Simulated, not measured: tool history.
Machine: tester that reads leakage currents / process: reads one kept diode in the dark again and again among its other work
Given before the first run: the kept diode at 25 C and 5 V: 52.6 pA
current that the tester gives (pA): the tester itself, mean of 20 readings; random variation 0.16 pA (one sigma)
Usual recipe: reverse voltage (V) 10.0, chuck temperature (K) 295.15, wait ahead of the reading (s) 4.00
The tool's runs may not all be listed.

run	hour	reverse voltage (V)	chuck temperature (K)	wait ahead of the reading (s)	current that the tester gives (pA)
1	0.0	10.0	295.15	4.00	65.33
2	54.1	10.0	295.15	4.46	65.45
3	101.1	10.0	295.15	4.46	66.06
4	135.2	10.0	295.15	4.46	65.68
5	172.6	10.0	295.15	4.00	66.47
6	213.7	10.0	295.15	4.00	66.53
7	268.5	1.6	307.15	1.01	95.80
8	336.1	10.0	333.15	6.43	1374.48
9	397.0	10.0	304.15	4.00	143.00
10	438.9	5.2	296.15	1.70	58.23
11	485.2	3.0	306.15	3.23	109.89
12	552.8	10.0	298.15	2.46	89.56

Taken out of this log: 1 entry between the listed runs. Where each belongs, and how the hidden state differs across it:
Between runs 8 and 9: probe card cleaned and baked (hour 342.0)
  stray current of the dirty probe card, pA a volt: 0.995 -> 1.328; true chuck temperature over the reading, C: 1.37 -> 1.4
  the result without the hidden state subtracted from the measured one, current that the tester gives (pA): +142.35 -> +28.24

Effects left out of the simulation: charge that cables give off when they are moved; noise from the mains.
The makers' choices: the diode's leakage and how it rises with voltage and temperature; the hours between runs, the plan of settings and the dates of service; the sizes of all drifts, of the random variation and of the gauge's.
